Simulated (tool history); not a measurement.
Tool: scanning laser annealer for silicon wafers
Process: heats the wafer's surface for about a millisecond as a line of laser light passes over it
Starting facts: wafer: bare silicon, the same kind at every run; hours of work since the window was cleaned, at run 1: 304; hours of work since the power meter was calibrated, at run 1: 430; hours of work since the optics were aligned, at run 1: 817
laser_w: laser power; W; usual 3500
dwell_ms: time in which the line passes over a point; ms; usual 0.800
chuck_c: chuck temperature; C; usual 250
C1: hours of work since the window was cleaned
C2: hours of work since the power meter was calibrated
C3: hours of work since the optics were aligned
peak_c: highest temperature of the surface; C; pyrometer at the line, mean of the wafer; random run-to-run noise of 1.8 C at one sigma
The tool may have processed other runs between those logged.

{"run": 1, "hour": 0.0, "laser_w": 3500, "dwell_ms": 0.8, "chuck_c": 250, "C1": 304, "C2": 430, "C3": 817, "peak_c": 960}
{"run": 2, "hour": 12.9, "laser_w": 3500, "dwell_ms": 0.8, "chuck_c": 250, "C1": 313, "C2": 439, "C3": 826, "peak_c": 963}
{"run": 3, "hour": 34.6, "laser_w": 3500, "dwell_ms": 0.8, "chuck_c": 250, "C1": 328, "C2": 454, "C3": 841, "peak_c": 961}
{"run": 4, "hour": 45.0, "laser_w": 3746, "dwell_ms": 0.8, "chuck_c": 250, "C1": 335, "C2": 461, "C3": 848, "peak_c": 1018}
{"run": 5, "hour": 64.5, "laser_w": 3746, "dwell_ms": 0.8, "chuck_c": 250, "C1": 348, "C2": 474, "C3": 861, "peak_c": 1022}
{"run": 6, "hour": 75.5, "laser_w": 3500, "dwell_ms": 0.716, "chuck_c": 250, "C1": 356, "C2": 482, "C3": 869, "peak_c": 924}
{"run": 7, "hour": 93.1, "laser_w": 3500, "dwell_ms": 0.8, "chuck_c": 250, "C1": 368, "C2": 494, "C3": 881, "peak_c": 959}
{"run": 8, "hour": 110.2, "laser_w": 3500, "dwell_ms": 0.8, "chuck_c": 250, "C1": 380, "C2": 506, "C3": 893, "peak_c": 960}
{"run": 9, "hour": 124.4, "laser_w": 3500, "dwell_ms": 0.574, "chuck_c": 250, "C1": 389, "C2": 516, "C3": 902, "peak_c": 860}
{"run": 10, "hour": 137.4, "laser_w": 3376, "dwell_ms": 0.8, "chuck_c": 250, "C1": 398, "C2": 524, "C3": 911, "peak_c": 928}
{"run": 11, "hour": 151.9, "laser_w": 3500, "dwell_ms": 0.8, "chuck_c": 250, "C1": 408, "C2": 534, "C3": 921, "peak_c": 962}
{"run": 12, "hour": 171.0, "laser_w": 3500, "dwell_ms": 0.8, "chuck_c": 250, "C1": 421, "C2": 548, "C3": 934, "peak_c": 960}
{"run": 13, "hour": 187.9, "laser_w": 3500, "dwell_ms": 0.8, "chuck_c": 250, "C1": 433, "C2": 559, "C3": 946, "peak_c": 959}
{"run": 14, "hour": 197.2, "laser_w": 3500, "dwell_ms": 0.8, "chuck_c": 250, "C1": 439, "C2": 566, "C3": 952, "peak_c": 962}
{"run": 15, "hour": 214.8, "laser_w": 3500, "dwell_ms": 0.8, "chuck_c": 250, "C1": 452, "C2": 578, "C3": 964, "peak_c": 957}
{"run": 16, "hour": 223.8, "laser_w": 3231, "dwell_ms": 0.8, "chuck_c": 284, "C1": 458, "C2": 584, "C3": 971, "peak_c": 930}
{"run": 17, "hour": 234.2, "laser_w": 3276, "dwell_ms": 0.566, "chuck_c": 252, "C1": 465, "C2": 591, "C3": 978, "peak_c": 811}
{"run": 18, "hour": 244.3, "laser_w": 3704, "dwell_ms": 0.653, "chuck_c": 280, "C1": 472, "C2": 598, "C3": 985, "peak_c": 970}
{"run": 19, "hour": 263.8, "laser_w": 3290, "dwell_ms": 0.709, "chuck_c": 256, "C1": 485, "C2": 611, "C3": 998, "peak_c": 883}
{"run": 20, "hour": 285.7, "laser_w": 3639, "dwell_ms": 0.621, "chuck_c": 240, "C1": 500, "C2": 626, "C3": 1013, "peak_c": 904}
{"run": 21, "hour": 304.7, "laser_w": 3639, "dwell_ms": 0.621, "chuck_c": 240, "C1": 513, "C2": 639, "C3": 1026, "peak_c": 905}
{"run": 22, "hour": 317.3, "laser_w": 3639, "dwell_ms": 0.621, "chuck_c": 240, "C1": 522, "C2": 648, "C3": 1035, "peak_c": 902}
{"run": 23, "hour": 337.1, "laser_w": 3639, "dwell_ms": 0.621, "chuck_c": 240, "C1": 536, "C2": 662, "C3": 1048, "peak_c": 904}
{"run": 24, "hour": 351.5, "laser_w": 3639, "dwell_ms": 0.621, "chuck_c": 240, "C1": 545, "C2": 672, "C3": 1058, "peak_c": 905}
{"hour": 363.1, "done": "optics aligned, line set to its width"}
{"run": 25, "hour": 375.7, "laser_w": 3665, "dwell_ms": 0.741, "chuck_c": 250, "C1": 559, "C2": 685, "C3": 9, "peak_c": 971}
{"run": 26, "hour": 385.6, "laser_w": 3665, "dwell_ms": 0.775, "chuck_c": 250, "C1": 565, "C2": 692, "C3": 15, "peak_c": 992}
{"run": 27, "hour": 400.2, "laser_w": 3665, "dwell_ms": 0.775, "chuck_c": 250, "C1": 575, "C2": 702, "C3": 25, "peak_c": 991}

Below are 4 alternative next runs, each starting from the tool's condition after run 27. Predict each:
{"run": "A", "hour": 419.6, "laser_w": 3371, "dwell_ms": 0.775, "chuck_c": 250, "C1": 589, "C2": 715, "C3": 39, "peak_c": "?"}
{"run": "B", "hour": 419.6, "laser_w": 3665, "dwell_ms": 0.775, "chuck_c": 277, "C1": 589, "C2": 715, "C3": 39, "peak_c": "?"}
{"run": "C", "hour": 419.6, "laser_w": 3500, "dwell_ms": 0.634, "chuck_c": 231, "C1": 589, "C2": 715, "C3": 39, "peak_c": "?"}
{"run": "D", "hour": 419.6, "laser_w": 3687, "dwell_ms": 0.775, "chuck_c": 250, "C1": 589, "C2": 715, "C3": 39, "peak_c": "?"}

run=A peak_c=918
run=B peak_c=1018
run=C peak_c=871
run=D peak_c=995
With no hidden state in the tool, these same runs would have given:
run=A peak_c=918
run=B peak_c=1018
run=C peak_c=872
run=D peak_c=996

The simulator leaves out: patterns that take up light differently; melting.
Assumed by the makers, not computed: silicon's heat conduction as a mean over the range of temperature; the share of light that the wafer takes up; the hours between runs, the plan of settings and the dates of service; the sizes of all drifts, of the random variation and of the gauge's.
